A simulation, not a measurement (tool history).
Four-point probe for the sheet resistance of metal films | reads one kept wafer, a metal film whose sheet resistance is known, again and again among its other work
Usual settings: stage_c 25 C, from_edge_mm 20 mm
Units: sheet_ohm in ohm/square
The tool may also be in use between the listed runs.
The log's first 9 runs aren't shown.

run	hour	stage_c	from_edge_mm	touches since the probe head was changed	hours of work since the stage's thermometer was calibrated	sheet_ohm
10	373.5	25	20	52147	500	12.479235
11	417.9	25	20	54698	534	12.477443
12	456.9	25	9	56936	565	12.491449
13	487.3	25	9	58682	589	12.481776
14	549.3	25	9	62240	637	12.479734
15	579.7	25	20	63987	661	12.450525
# hour 634: new probe head fitted
16	634.5	25	20	30	703	12.623026
17	671.4	25	20	2144	732	12.61339
# hour 676.2: stage's thermometer calibrated
18	710	26	56	4331	26	12.604661
19	766.6	26	56	7581	71	12.596184
20	803	26	56	9670	99	12.591437
21	858.7	23	30	12868	143	12.575899
22	912.7	33	60	15965	185	12.597183
23	973.7	19	57	19469	232	12.548884

The next listed run, before its measurement:
24	1012.3	21	10	21684	263	?

Run 24 gave sheet_ohm 12.563309 ohm/square.
Without the tool's hidden state the same run would have given sheet_ohm 12.601172 ohm/square.

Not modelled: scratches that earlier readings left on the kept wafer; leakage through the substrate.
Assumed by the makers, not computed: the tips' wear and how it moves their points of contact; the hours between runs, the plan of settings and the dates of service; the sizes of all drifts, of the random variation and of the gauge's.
